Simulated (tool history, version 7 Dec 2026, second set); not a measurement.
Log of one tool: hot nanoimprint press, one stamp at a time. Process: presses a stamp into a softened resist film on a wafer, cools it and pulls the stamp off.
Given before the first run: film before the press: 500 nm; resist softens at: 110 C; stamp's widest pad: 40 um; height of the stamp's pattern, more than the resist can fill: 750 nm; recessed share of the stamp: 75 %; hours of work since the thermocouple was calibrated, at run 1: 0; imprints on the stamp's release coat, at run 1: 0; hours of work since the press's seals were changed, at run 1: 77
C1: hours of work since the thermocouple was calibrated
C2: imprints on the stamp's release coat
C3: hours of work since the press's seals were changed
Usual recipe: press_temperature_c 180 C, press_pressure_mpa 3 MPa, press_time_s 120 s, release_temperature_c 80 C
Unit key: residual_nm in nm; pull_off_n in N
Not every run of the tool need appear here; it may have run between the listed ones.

{"run": 1, "hour": 0.0, "press_temperature_c": 180, "press_pressure_mpa": 3, "press_time_s": 120, "release_temperature_c": 80, "C1": 0, "C2": 0, "C3": 77, "residual_nm": 247.4, "pull_off_n": 178}
{"run": 2, "hour": 36.1, "press_temperature_c": 180, "press_pressure_mpa": 3, "press_time_s": 105, "release_temperature_c": 80, "C1": 20, "C2": 108, "C3": 98, "residual_nm": 257.9, "pull_off_n": 184}
{"run": 3, "hour": 69.3, "press_temperature_c": 180, "press_pressure_mpa": 3, "press_time_s": 105, "release_temperature_c": 80, "C1": 39, "C2": 209, "C3": 117, "residual_nm": 257.9, "pull_off_n": 188}
{"run": 4, "hour": 120.1, "press_temperature_c": 180, "press_pressure_mpa": 3, "press_time_s": 105, "release_temperature_c": 80, "C1": 68, "C2": 362, "C3": 145, "residual_nm": 256.6, "pull_off_n": 202}
{"run": 5, "hour": 154.6, "press_temperature_c": 180, "press_pressure_mpa": 3, "press_time_s": 163, "release_temperature_c": 80, "C1": 87, "C2": 466, "C3": 165, "residual_nm": 222.9, "pull_off_n": 203}
{"run": 6, "hour": 181.6, "press_temperature_c": 180, "press_pressure_mpa": 3, "press_time_s": 120, "release_temperature_c": 80, "C1": 103, "C2": 547, "C3": 180, "residual_nm": 245.6, "pull_off_n": 220}
{"run": 7, "hour": 211.6, "press_temperature_c": 180, "press_pressure_mpa": 3, "press_time_s": 120, "release_temperature_c": 80, "C1": 120, "C2": 638, "C3": 197, "residual_nm": 245.8, "pull_off_n": 210}
{"run": 8, "hour": 267.2, "press_temperature_c": 180, "press_pressure_mpa": 3, "press_time_s": 120, "release_temperature_c": 68, "C1": 151, "C2": 805, "C3": 228, "residual_nm": 245, "pull_off_n": 295}
{"run": 9, "hour": 328.7, "press_temperature_c": 180, "press_pressure_mpa": 3, "press_time_s": 120, "release_temperature_c": 68, "C1": 186, "C2": 991, "C3": 263, "residual_nm": 244.6, "pull_off_n": 296}
{"run": 10, "hour": 385.7, "press_temperature_c": 180, "press_pressure_mpa": 3, "press_time_s": 120, "release_temperature_c": 80, "C1": 218, "C2": 1162, "C3": 295, "residual_nm": 243.6, "pull_off_n": 244}
{"run": 11, "hour": 445.6, "press_temperature_c": 180, "press_pressure_mpa": 3, "press_time_s": 120, "release_temperature_c": 80, "C1": 252, "C2": 1343, "C3": 329, "residual_nm": 243.1, "pull_off_n": 259}
{"run": 12, "hour": 493.9, "press_temperature_c": 180, "press_pressure_mpa": 3, "press_time_s": 120, "release_temperature_c": 80, "C1": 279, "C2": 1489, "C3": 357, "residual_nm": 242.7, "pull_off_n": 262}
{"run": 13, "hour": 527.5, "press_temperature_c": 180, "press_pressure_mpa": 3, "press_time_s": 83, "release_temperature_c": 87, "C1": 298, "C2": 1590, "C3": 376, "residual_nm": 271.4, "pull_off_n": 214}
{"hour": 558.5, "done": "stamp cleaned and given a new release coat"}
{"run": 14, "hour": 561.7, "press_temperature_c": 180, "press_pressure_mpa": 3, "press_time_s": 83, "release_temperature_c": 87, "C1": 314, "C2": 10, "C3": 392, "residual_nm": 271.1, "pull_off_n": 147}
{"hour": 573.5, "done": "plate thermocouple calibrated"}
{"run": 15, "hour": 615.0, "press_temperature_c": 180, "press_pressure_mpa": 3, "press_time_s": 221, "release_temperature_c": 70, "C1": 23, "C2": 162, "C3": 420, "residual_nm": 202.1, "pull_off_n": 235}
{"run": 16, "hour": 644.8, "press_temperature_c": 180, "press_pressure_mpa": 3, "press_time_s": 221, "release_temperature_c": 70, "C1": 40, "C2": 251, "C3": 437, "residual_nm": 201.6, "pull_off_n": 245}
{"run": 17, "hour": 690.6, "press_temperature_c": 180, "press_pressure_mpa": 3, "press_time_s": 221, "release_temperature_c": 70, "C1": 66, "C2": 389, "C3": 463, "residual_nm": 201.6, "pull_off_n": 250}
{"run": 18, "hour": 749.6, "press_temperature_c": 180, "press_pressure_mpa": 3, "press_time_s": 221, "release_temperature_c": 70, "C1": 100, "C2": 568, "C3": 496, "residual_nm": 200.6, "pull_off_n": 253}
{"run": 19, "hour": 779.6, "press_temperature_c": 180, "press_pressure_mpa": 3, "press_time_s": 221, "release_temperature_c": 70, "C1": 116, "C2": 658, "C3": 513, "residual_nm": 200.6, "pull_off_n": 276}

Predict the results of run 20:
{"run": 20, "hour": 841.0, "press_temperature_c": 187, "press_pressure_mpa": 4.16, "press_time_s": 120, "release_temperature_c": 80, "C1": 151, "C2": 843, "C3": 548, "residual_nm": "?", "pull_off_n": "?"}

residual_nm: 155.7 nm
pull_off_n: 227 N
On a tool with no hidden condition, and with the same random variation, this run would have come out at residual_nm 156.7 nm, pull_off_n 180 N.
